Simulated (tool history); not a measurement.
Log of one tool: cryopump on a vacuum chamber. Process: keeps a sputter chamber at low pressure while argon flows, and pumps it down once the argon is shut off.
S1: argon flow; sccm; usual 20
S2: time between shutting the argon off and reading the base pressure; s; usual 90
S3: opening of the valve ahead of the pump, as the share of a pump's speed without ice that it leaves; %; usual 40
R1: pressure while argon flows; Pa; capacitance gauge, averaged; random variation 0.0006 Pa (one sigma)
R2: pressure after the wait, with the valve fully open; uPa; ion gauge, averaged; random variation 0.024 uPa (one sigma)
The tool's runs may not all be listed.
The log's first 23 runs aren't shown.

run,hour,S1,S2,S3,R1,R2
24,1600,21,21,36,0.1002,3.68
25,1664.2,20,269,40,0.0863,1.12
26,1736.8,20,269,40,0.0863,1.14
27,1824.3,20,269,40,0.0875,1.17
28,1900.2,11,269,30,0.0631,1.16
29,1947.6,23,143,17,0.231,1.37
30,2026.8,39,51,39,0.1768,2.14
31,2069.3,39,51,39,0.1771,2.22
32,2150,39,51,39,0.1794,2.22
33,2216.8,20,54,27,0.1297,2.16
34,2300.9,20,54,17,0.2027,2.17
35,2349.2,11,90,40,0.0503,1.83

3 ways to go on from here, each from the tool as it stands after run 35. What would each give?
A,2428.8,11,30,52,?,?
B,2428.8,8,190,39,?,?
C,2428.8,20,90,34,?,?

run,R1,R2
A,0.04,3.12
B,0.0376,1.51
C,0.107,1.82
Without the tool's hidden state the same runs would have given:
run,R1,R2
A,0.0347,2.24
B,0.0337,0.63
C,0.0973,0.92
